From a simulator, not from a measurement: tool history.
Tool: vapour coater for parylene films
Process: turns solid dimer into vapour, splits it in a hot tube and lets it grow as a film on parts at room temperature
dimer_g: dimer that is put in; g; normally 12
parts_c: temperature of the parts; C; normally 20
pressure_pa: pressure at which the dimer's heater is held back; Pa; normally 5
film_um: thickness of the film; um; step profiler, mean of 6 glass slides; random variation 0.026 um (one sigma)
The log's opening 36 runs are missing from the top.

run   hour  dimer_g  parts_c  pressure_pa  film_um
 37    553       12       17         8.88      2.8
 38  572.8       12       17         8.88     2.82
 39  592.5        5       19         4.76     1.16
 40  614.3        9       19         4.76      2.1
 41  629.7        9       19         4.76     2.11
 42  649.9       20       28         3.51     3.63
 43  669.9       12       20         5.91     2.62
 44  690.9       21       22         6.15     4.29
 45  702.7       21       22         6.15     4.31
 46  711.9       21       22         6.15     4.24

Consider 3 possible next runs. They are alternatives, not a sequence: every one starts from the tool as it was left by run 46. What does each give?
  A   731       11       15        11.79        ?
  B   731        6       18         6.15        ?
  C   731       14       13         2.42        ?

run  film_um
  A      2.6
  B     1.37
  C     3.84
Without the tool's hidden state the same runs would have given:
run  film_um
  A     2.85
  B      1.5
  C     4.16
